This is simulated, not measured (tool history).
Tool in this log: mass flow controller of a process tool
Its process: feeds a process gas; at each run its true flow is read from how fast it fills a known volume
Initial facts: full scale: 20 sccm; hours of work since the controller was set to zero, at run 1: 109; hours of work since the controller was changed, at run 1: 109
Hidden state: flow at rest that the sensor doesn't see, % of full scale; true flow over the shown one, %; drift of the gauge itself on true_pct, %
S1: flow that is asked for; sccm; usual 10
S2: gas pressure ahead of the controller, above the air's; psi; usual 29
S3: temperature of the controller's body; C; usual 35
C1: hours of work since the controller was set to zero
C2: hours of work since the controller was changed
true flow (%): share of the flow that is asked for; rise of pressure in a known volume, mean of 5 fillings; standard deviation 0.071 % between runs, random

{"run": 1, "day": 0.0, "S1": 10, "S2": 29, "S3": 35, "C1": 109, "C2": 109, "true flow (%)": 101.05}
{"run": 2, "day": 2.408, "S1": 10, "S2": 29, "S3": 35, "C1": 143, "C2": 143, "true flow (%)": 100.95}
{"run": 3, "day": 5.138, "S1": 10, "S2": 29, "S3": 35, "C1": 181, "C2": 181, "true flow (%)": 101.05}
{"run": 4, "day": 9.971, "S1": 10, "S2": 29, "S3": 35, "C1": 249, "C2": 249, "true flow (%)": 100.8}
{"run": 5, "day": 15.117, "S1": 10, "S2": 29, "S3": 35, "C1": 321, "C2": 321, "true flow (%)": 101.02}
{"run": 6, "day": 18.85, "S1": 10, "S2": 35.2, "S3": 35, "C1": 373, "C2": 373, "true flow (%)": 100.91}
{"run": 7, "day": 22.538, "S1": 10, "S2": 35.2, "S3": 35, "C1": 424, "C2": 424, "true flow (%)": 100.88}
{"run": 8, "day": 25.896, "S1": 10, "S2": 35.2, "S3": 35, "C1": 471, "C2": 471, "true flow (%)": 100.96}
{"run": 9, "day": 28.175, "S1": 10, "S2": 35.2, "S3": 35, "C1": 503, "C2": 503, "true flow (%)": 100.67}
{"run": 10, "day": 32.05, "S1": 10, "S2": 35.2, "S3": 35, "C1": 557, "C2": 557, "true flow (%)": 100.84}
{"run": 11, "day": 35.475, "S1": 10, "S2": 29, "S3": 35, "C1": 605, "C2": 605, "true flow (%)": 100.84}
{"run": 12, "day": 38.5, "S1": 10, "S2": 29, "S3": 35, "C1": 647, "C2": 647, "true flow (%)": 100.97}
{"run": 13, "day": 42.192, "S1": 10, "S2": 29, "S3": 35, "C1": 699, "C2": 699, "true flow (%)": 100.84}
{"run": 14, "day": 46.129, "S1": 10, "S2": 29, "S3": 39, "C1": 754, "C2": 754, "true flow (%)": 101.41}
{"run": 15, "day": 49.208, "S1": 10, "S2": 29, "S3": 39, "C1": 797, "C2": 797, "true flow (%)": 101.3}
{"run": 16, "day": 53.588, "S1": 10, "S2": 29, "S3": 36, "C1": 858, "C2": 858, "true flow (%)": 100.92}
{"run": 17, "day": 58.021, "S1": 10, "S2": 29, "S3": 36, "C1": 920, "C2": 920, "true flow (%)": 100.91}
{"run": 18, "day": 60.633, "S1": 10, "S2": 29, "S3": 35, "C1": 956, "C2": 956, "true flow (%)": 100.65}
{"run": 19, "day": 63.058, "S1": 10, "S2": 29, "S3": 35, "C1": 990, "C2": 990, "true flow (%)": 100.75}
{"run": 20, "day": 66.808, "S1": 10, "S2": 29, "S3": 35, "C1": 1043, "C2": 1043, "true flow (%)": 100.77}
{"run": 21, "day": 71.196, "S1": 4, "S2": 29, "S3": 27, "C1": 1104, "C2": 1104, "true flow (%)": 98.71}
{"run": 22, "day": 74.021, "S1": 4, "S2": 23.5, "S3": 21, "C1": 1143, "C2": 1143, "true flow (%)": 98.12}
{"run": 23, "day": 76.15, "S1": 7, "S2": 36.5, "S3": 35, "C1": 1173, "C2": 1173, "true flow (%)": 100.31}
{"run": 24, "day": 79.588, "S1": 7, "S2": 36.5, "S3": 35, "C1": 1221, "C2": 1221, "true flow (%)": 100.41}
{"run": 25, "day": 83.483, "S1": 7, "S2": 36.5, "S3": 35, "C1": 1275, "C2": 1275, "true flow (%)": 100.23}
{"run": 26, "day": 87.558, "S1": 6, "S2": 37, "S3": 21, "C1": 1332, "C2": 1332, "true flow (%)": 98.35}
{"run": 27, "day": 89.867, "S1": 6, "S2": 37, "S3": 21, "C1": 1365, "C2": 1365, "true flow (%)": 98.46}
{"run": 28, "day": 94.821, "S1": 3, "S2": 21, "S3": 35, "C1": 1434, "C2": 1434, "true flow (%)": 98.84}
{"run": 29, "day": 99.529, "S1": 10, "S2": 29, "S3": 30, "C1": 1499, "C2": 1499, "true flow (%)": 100.05}
{"run": 30, "day": 101.879, "S1": 10, "S2": 29, "S3": 30, "C1": 1532, "C2": 1532, "true flow (%)": 100.02}
{"run": 31, "day": 105.262, "S1": 10, "S2": 29, "S3": 30, "C1": 1580, "C2": 1580, "true flow (%)": 100.08}
{"run": 32, "day": 107.567, "S1": 9, "S2": 23.2, "S3": 35, "C1": 1612, "C2": 1612, "true flow (%)": 100.45}
{"run": 33, "day": 111.288, "S1": 9, "S2": 23.2, "S3": 35, "C1": 1664, "C2": 1664, "true flow (%)": 100.42}
{"run": 34, "day": 116.146, "S1": 9, "S2": 23.2, "S3": 35, "C1": 1732, "C2": 1732, "true flow (%)": 100.39}
{"run": 35, "day": 120.212, "S1": 3, "S2": 23.2, "S3": 31, "C1": 1788, "C2": 1788, "true flow (%)": 97.64}
{"run": 36, "day": 125.067, "S1": 2, "S2": 23.8, "S3": 26, "C1": 1856, "C2": 1856, "true flow (%)": 95.5}
{"run": 37, "day": 127.421, "S1": 10, "S2": 31, "S3": 38, "C1": 1889, "C2": 1889, "true flow (%)": 100.91}
{"run": 38, "day": 130.717, "S1": 11, "S2": 31, "S3": 26, "C1": 1935, "C2": 1935, "true flow (%)": 99.46}
{"run": 39, "day": 133.3, "S1": 8, "S2": 31, "S3": 23, "C1": 1971, "C2": 1971, "true flow (%)": 98.63}

Forecast each of these 3 alternatives for the next run:
{"run": "A", "day": 135.883, "S1": 6, "S2": 31, "S3": 23, "C1": 2007, "C2": 2007, "true flow (%)": "?"}
{"run": "B", "day": 135.883, "S1": 19, "S2": 24.2, "S3": 31, "C1": 2007, "C2": 2007, "true flow (%)": "?"}
{"run": "C", "day": 135.883, "S1": 2, "S2": 31, "S3": 23, "C1": 2007, "C2": 2007, "true flow (%)": "?"}

run=A true_flow_(%)=98.15
run=B true_flow_(%)=100.65
run=C true_flow_(%)=94.62
The same runs, with their run-to-run variation unchanged, on a tool lacking any hidden condition would have given:
run=A true_flow_(%)=99.34
run=B true_flow_(%)=100.66
run=C true_flow_(%)=99.26
